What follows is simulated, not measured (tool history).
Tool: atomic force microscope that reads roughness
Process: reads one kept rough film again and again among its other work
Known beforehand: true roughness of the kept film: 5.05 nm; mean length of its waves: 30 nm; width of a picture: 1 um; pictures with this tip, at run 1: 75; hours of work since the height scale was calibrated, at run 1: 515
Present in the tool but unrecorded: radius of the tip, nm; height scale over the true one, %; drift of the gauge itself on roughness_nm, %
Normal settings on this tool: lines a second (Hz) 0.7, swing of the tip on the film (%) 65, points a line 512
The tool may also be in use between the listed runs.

run	hour	lines a second (Hz)	swing of the tip on the film (%)	points a line	pictures with this tip	hours of work since the height scale was calibrated	roughness of the kept film (nm (root mean square))
1	0	0.7	65	512	75	515	3.756
# hour 33.8: new tip fitted
2	34.8	0.7	63	512	2	538	4.256
3	64.6	0.7	63	512	56	559	3.936
4	91	0.7	65	778	103	576	3.616
# hour 109.3: new tip fitted
5	137.3	0.7	65	535	50	607	3.973
6	176.8	2.904	65	512	121	634	3.503
# hour 185: new tip fitted
7	221.7	0.7	77	512	66	664	3.841
8	259.1	0.7	65	512	133	689	3.491
# hour 262.2: new tip fitted
9	310.1	0.7	65	512	87	723	3.685
# hour 337: new tip fitted
10	342.1	0.7	70	512	9	744	4.206
11	372.5	0.7	70	512	64	765	3.891
12	397.1	0.7	79	512	108	781	3.538
# hour 414.2: new tip fitted
13	442	0.7	79	512	50	811	3.867
14	467.9	1.583	79	512	96	829	3.462
# hour 492.5: new tip fitted
15	493.1	1.583	57	512	1	845	4.274
16	530.7	0.7	70	512	69	871	3.819
# hour 570.4: new tip fitted
17	573.6	0.7	72	512	6	899	4.247
18	605.5	0.7	72	512	63	921	3.864
# hour 647.9: new tip fitted
19	653.7	0.7	65	404	11	953	4.235
20	681.9	0.7	65	404	61	972	3.884
21	704.3	0.7	65	404	102	987	3.612
# hour 708.8: height scale calibrated on a step standard
# hour 726: new tip fitted
22	753.9	0.7	65	417	50	30	3.972
23	780.7	0.7	65	868	98	48	3.715
# hour 801.2: new tip fitted
24	813.3	0.7	65	260	22	70	4.128
25	839.5	0.7	65	260	69	87	3.839
26	873.9	0.7	65	260	130	111	3.464
# hour 876.8: new tip fitted
27	927.3	0.7	65	958	90	146	3.671
# hour 953.9: new tip fitted
28	953.9	1.732	72	888	0	164	4.195
# hour 972.6: height scale calibrated on a step standard, once more
29	982.7	3.881	65	512	50	7	3.707
30	1017.9	0.66	56	393	113	31	3.489
# hour 1031.6: new tip fitted
31	1048.8	0.7	71	313	31	51	4.025
32	1100.9	0.7	71	313	124	86	3.54
# hour 1109.8: new tip fitted
33	1142.7	3.937	73	933	59	114	3.653
# hour 1186.5: new tip fitted
34	1186.5	3.937	73	933	0	143	3.968
35	1237.6	3.628	83	512	92	178	3.23
# hour 1261.9: new tip fitted
36	1274.4	0.7	59	512	22	202	4.168
37	1303.5	0.7	62	512	74	222	3.843
38	1327.9	1.354	58	428	118	238	3.553
# hour 1339.6: new tip fitted
39	1362	1.354	58	428	40	261	3.965
40	1412.9	2.848	56	487	132	295	3.461
# hour 1415.6: new tip fitted
41	1452.8	0.65	79	369	66	322	3.776
42	1488	1.484	55	356	130	345	3.469
# hour 1493: new tip fitted
43	1537.2	1.484	55	356	79	378	3.663
# hour 1571.6: new tip fitted
44	1576.7	1.484	55	356	9	405	4.199
45	1616.3	1.484	83	356	80	431	3.586
# hour 1648.7: new tip fitted
46	1651.2	0.7	72	880	5	455	4.23
47	1691.9	0.738	65	591	78	482	3.776
48	1715.5	0.738	65	591	120	498	3.531
# hour 1726.2: new tip fitted
49	1742.7	2.184	65	585	30	516	4.014

Had the tool no unlogged condition, and each run kept its random variation, what would the results have been?
run	roughness of the kept film (nm (root mean square))
1	4.306
2	4.29
3	4.34
4	4.277
5	4.284
6	4.188
7	4.26
8	4.316
9	4.296
10	4.291
11	4.322
12	4.248
13	4.261
14	4.14
15	4.288
16	4.283
17	4.294
18	4.293
19	4.332
20	4.317
21	4.292
22	4.286
23	4.319
24	4.262
25	4.272
26	4.238
27	4.301
28	4.218
29	4.113
30	4.312
31	4.278
32	4.292
33	3.987
34	3.988
35	3.79
36	4.363
37	4.336
38	4.281
39	4.269
40	4.277
41	4.229
42	4.28
43	4.253
44	4.27
45	4.1
46	4.283
47	4.327
48	4.307
49	4.252

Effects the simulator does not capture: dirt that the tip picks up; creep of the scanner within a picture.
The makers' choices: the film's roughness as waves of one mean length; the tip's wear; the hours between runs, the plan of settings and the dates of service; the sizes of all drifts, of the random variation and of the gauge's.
